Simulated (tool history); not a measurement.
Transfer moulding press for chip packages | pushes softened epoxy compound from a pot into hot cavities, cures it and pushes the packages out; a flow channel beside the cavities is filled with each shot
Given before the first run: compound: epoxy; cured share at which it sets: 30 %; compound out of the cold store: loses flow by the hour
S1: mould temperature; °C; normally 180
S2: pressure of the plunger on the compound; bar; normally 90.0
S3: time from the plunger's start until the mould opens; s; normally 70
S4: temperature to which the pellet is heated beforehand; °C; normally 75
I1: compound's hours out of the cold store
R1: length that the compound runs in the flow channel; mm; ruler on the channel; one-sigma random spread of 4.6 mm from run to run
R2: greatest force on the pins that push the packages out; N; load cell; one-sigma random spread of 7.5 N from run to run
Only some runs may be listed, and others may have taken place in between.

run 1 hour=0.0 | S1=180 S2=90.0 S3=70 S4=75 | I1=23.2 | R1=773 R2=498
run 2 hour=8.3 | S1=180 S2=90.0 S3=99 S4=75 | I1=23.1 | R1=774 R2=308
run 3 hour=15.3 | S1=180 S2=90.0 S3=99 S4=75 | I1=34.2 | R1=742 R2=352
run 4 hour=21.1 | S1=180 S2=90.0 S3=70 S4=75 | I1=43.4 | R1=723 R2=404
run 5 hour=25.2 | S1=180 S2=90.0 S3=70 S4=75 | I1=42.3 | R1=724 R2=444
run 6 hour=29.9 | S1=180 S2=90.0 S3=70 S4=75 | I1=35.4 | R1=748 R2=448
run 7 hour=38.1 | S1=180 S2=90.0 S3=70 S4=75 | I1=22.6 | R1=759 R2=457
run 8 hour=43.4 | S1=180 S2=90.0 S3=62 S4=75 | I1=24.9 | R1=771 R2=573
run 9 hour=53.2 | S1=180 S2=90.0 S3=70 S4=75 | I1=29.7 | R1=751 R2=346
run 10 hour=62.4 | S1=180 S2=90.0 S3=70 S4=75 | I1=19.5 | R1=779 R2=388
run 11 hour=72.2 | S1=180 S2=90.0 S3=70 S4=75 | I1=11.4 | R1=792 R2=446
run 12 hour=79.7 | S1=180 S2=90.0 S3=70 S4=75 | I1=25.3 | R1=756 R2=463
run 13 hour=87.9 | S1=180 S2=90.0 S3=70 S4=75 | I1=18.7 | R1=776 R2=478
run 14 hour=95.2 | S1=180 S2=90.0 S3=70 S4=75 | I1=11.2 | R1=794 R2=507
run 15 hour=104.8 | S1=180 S2=107.7 S3=70 S4=72 | I1=23.9 | R1=824 R2=368
run 16 hour=114.9 | S1=180 S2=90.0 S3=56 S4=75 | I1=30.1 | R1=744 R2=611
run 17 hour=124.4 | S1=187 S2=88.1 S3=62 S4=75 | I1=13.9 | R1=743 R2=399
run 18 hour=131.0 | S1=187 S2=88.1 S3=62 S4=75 | I1=46.2 | R1=680 R2=420
run 19 hour=138.0 | S1=180 S2=90.0 S3=70 S4=84 | I1=26.5 | R1=742 R2=463
run 20 hour=144.9 | S1=179 S2=99.9 S3=70 S4=75 | I1=43.5 | R1=756 R2=520
run 21 hour=150.4 | S1=182 S2=76.9 S3=107 S4=67 | I1=18.0 | R1=697 R2=283
run 22 hour=159.3 | S1=176 S2=90.0 S3=78 S4=83 | I1=40.7 | R1=725 R2=394
run 23 hour=165.0 | S1=176 S2=90.0 S3=78 S4=83 | I1=21.9 | R1=779 R2=412
run 24 hour=172.8 | S1=180 S2=90.0 S3=70 S4=68 | I1=11.9 | R1=770 R2=471
run 25 hour=182.2 | S1=180 S2=80.9 S3=72 S4=75 | I1=20.8 | R1=756 R2=453
run 26 hour=191.8 | S1=180 S2=80.9 S3=72 S4=74 | I1=36.3 | R1=714 R2=456
run 27 hour=203.1 | S1=188 S2=99.0 S3=72 S4=74 | I1=42.2 | R1=749 R2=310
run 28 hour=211.4 | S1=188 S2=99.0 S3=72 S4=74 | I1=47.4 | R1=741 R2=340

Removed from this log: 6 entries logged between the listed runs. Between which two listed runs does each belong, and how does the tool's hidden state at the listed run before it compare with that at the listed run after it?
Between runs 1 and 2: cavities cleaned with cleaning compound and waxed (hour 3.5)
  true mould temperature over the reading, C: -0.15 -> -0.16; pressure that reaches the compound, % of what is set: 96.3 -> 96.05; grip of the stained cavities, % over clean ones': 53 -> 11
  what was measured, less what the result would be without the hidden state, R1: -14 -> -15 mm; R2: +175 -> +31 N
Between runs 8 and 9: cavities cleaned with cleaning compound and waxed (hour 51.9)
  pressure that reaches the compound, % of what is set: 94.78 -> 94.48; grip of the stained cavities, % over clean ones': 50.1 -> 5.5
  what was measured, less what the result would be without the hidden state, R1: -20 -> -21 mm; R2: +199 -> +20 N
Between runs 14 and 15: cavities cleaned with cleaning compound and waxed (hour 99.7)
  true mould temperature over the reading, C: -0.25 -> -0.26; pressure that reaches the compound, % of what is set: 92.93 -> 92.61; grip of the stained cavities, % over clean ones': 52.5 -> 10.4
  what was measured, less what the result would be without the hidden state, R1: -29 -> -31 mm; R2: +178 -> +38 N
Between runs 20 and 21: cavities cleaned with cleaning compound and waxed (hour 147.9)
  pressure that reaches the compound, % of what is set: 91.17 -> 91.05; grip of the stained cavities, % over clean ones': 52.5 -> 4.8
  what was measured, less what the result would be without the hidden state, R1: -35 -> -33 mm; R2: +182 -> +13 N
Between runs 24 and 25: plunger's sealing rings changed (hour 178.2)
  pressure that reaches the compound, % of what is set: 90.23 -> 99.02; grip of the stained cavities, % over clean ones': 35.2 -> 41.9
  what was measured, less what the result would be without the hidden state, R1: -40 -> -3 mm; R2: +127 -> +138 N
Between runs 26 and 27: cavities cleaned with cleaning compound and waxed (hour 198.2)
  true mould temperature over the reading, C: -0.34 -> -0.35; pressure that reaches the compound, % of what is set: 98.64 -> 98.27; grip of the stained cavities, % over clean ones': 49.4 -> 9.7
  what was measured, less what the result would be without the hidden state, R1: -4 -> -6 mm; R2: +155 -> +28 N
